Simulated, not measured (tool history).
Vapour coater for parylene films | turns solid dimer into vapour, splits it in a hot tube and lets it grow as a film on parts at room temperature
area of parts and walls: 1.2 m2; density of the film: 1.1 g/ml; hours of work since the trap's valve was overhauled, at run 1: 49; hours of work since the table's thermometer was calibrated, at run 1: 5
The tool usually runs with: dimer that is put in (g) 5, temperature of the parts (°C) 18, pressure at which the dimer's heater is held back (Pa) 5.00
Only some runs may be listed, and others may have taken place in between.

run    day  dimer that is put in (g)  temperature of the parts (°C)  pressure at which the dimer's heater is held back (Pa)  hours of work since the trap's valve was overhauled  hours of work since the table's thermometer was calibrated  thickness of the film (nm)
  1  0.000                         5                             18                                                    5.00                                                   49                                                           5                        2300
  2  0.796                         5                             18                                                    5.00                                                   64                                                          20                        2300
  3  1.358                         5                             18                                                    5.00                                                   74                                                          30                        2290
  4  1.896                         5                             18                                                    5.00                                                   84                                                          40                        2280
  5  2.767                         5                             18                                                    5.00                                                  100                                                          57                        2260
  6  3.242                         5                             18                                                    5.00                                                  109                                                          65                        2270
  7  3.875                         5                             18                                                    5.00                                                  121                                                          77                        2270
     4.108  -- trap's valve overhauled
  8  4.912                         5                             18                                                    5.00                                                   15                                                          93                        2240

Predict the results of run 9:
  9  5.496                         7                             27                                                    2.84                                                   26                                                         104                           ?

Logged for run 9: thickness of the film (nm) 3000.
Minus the tool's unlogged condition, the same run would have read thickness of the film (nm) 3120.
